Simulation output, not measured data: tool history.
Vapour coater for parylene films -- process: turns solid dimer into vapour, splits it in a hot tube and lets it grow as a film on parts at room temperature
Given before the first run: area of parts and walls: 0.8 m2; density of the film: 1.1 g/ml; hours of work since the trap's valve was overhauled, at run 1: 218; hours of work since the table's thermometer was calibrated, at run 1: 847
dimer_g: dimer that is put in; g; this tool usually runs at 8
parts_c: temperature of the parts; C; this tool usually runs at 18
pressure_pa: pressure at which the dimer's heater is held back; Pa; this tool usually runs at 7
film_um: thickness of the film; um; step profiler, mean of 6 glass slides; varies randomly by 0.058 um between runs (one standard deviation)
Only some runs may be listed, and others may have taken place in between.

run	hour	dimer_g	parts_c	pressure_pa	hours of work since the trap's valve was overhauled	hours of work since the table's thermometer was calibrated	film_um
1	0	8	18	7	218	847	6.12
# hour 37.8: trap's valve overhauled
2	38.5	8	18	7	0	867	6.86
3	71	8	18	7.54	19	886	6.78
4	104.6	8	18	7.54	39	905	6.69
5	130.1	6	18	7.54	54	920	5.05
6	156.7	8	18	7	69	936	6.63
7	195.4	8	18	7	92	958	6.57
8	217.2	8	18	7	104	971	6.52
9	245	8	18	7	121	987	6.52
10	282.1	8	18	7	142	1009	6.45
11	322.9	8	18	7	166	1033	6.29
12	344.5	8	18	7	179	1045	6.21
13	370.3	8	18	7	194	1060	6.29
14	410	8	18	7	217	1083	6.08
15	440.6	8	18	7	235	1101	5.99
# hour 447.9: trap's valve overhauled
16	482.1	8	18	7	20	1123	6.9
17	525.4	8	18	7	45	1148	6.81
18	566.7	8	18	7	69	1172	6.79
19	609.2	8	18	7	94	1197	6.57
20	648.9	8	18	7	117	1220	6.49
21	691.9	8	18	7	142	1245	6.44
22	732.5	8	21	5.29	166	1269	5.57
23	751.7	8	21	5.3	177	1280	5.64
24	772.4	12	21	10.51	189	1292	7.9
25	807.1	5	21	4.59	209	1312	3.46
26	849.4	8	17	4.59	234	1337	6.68
# hour 859.1: trap's valve overhauled
27	896.9	8	17	4.59	22	1362	7.52
# hour 933.1: table's thermometer calibrated
28	933.1	7	11	9.21	42	0	7.56
29	975.4	4	18	8.75	67	25	3.19
30	995.3	4	10	5	79	36	4.25
31	1026.4	5	18	8.99	97	54	3.94
32	1067	5	12	8.99	120	78	5.17
33	1093.2	9	15	6.48	136	93	8.24
34	1131.3	5	12	6.48	158	115	5.04
35	1177.6	8	11	7	185	142	7.95
36	1210.6	8	11	7	204	162	7.96
37	1242.1	3	11	10.04	222	180	2.94
# hour 1270.2: trap's valve overhauled
38	1274.8	4	11	3.29	3	197	4.43
39	1320.1	4	11	3.29	29	223	4.3
40	1350.5	11	13	2.68	47	241	11.96
41	1376.9	8	13	2.09	62	256	8.43
42	1407.4	8	13	2.09	80	274	8.41

The same runs without the tool's hidden state, with the same run-to-run variation:
Hidden state at play: vapour lost through the trap's worn valve, %; true temperature of the parts over the reading, C; drift of the gauge itself on film_um, %.
run	film_um
1	6.74
2	6.76
3	6.74
4	6.72
5	5.11
6	6.77
7	6.8
8	6.8
9	6.86
10	6.88
11	6.8
12	6.76
13	6.91
14	6.77
15	6.74
16	6.8
17	6.8
18	6.87
19	6.74
20	6.74
21	6.79
22	5.95
23	6.07
24	8.55
25	3.79
26	7.42
27	7.39
28	7.78
29	3.31
30	4.46
31	4.16
32	5.55
33	8.89
34	5.54
35	8.9
36	9.02
37	3.37
38	4.45
39	4.39
40	12.33
41	8.76
42	8.83
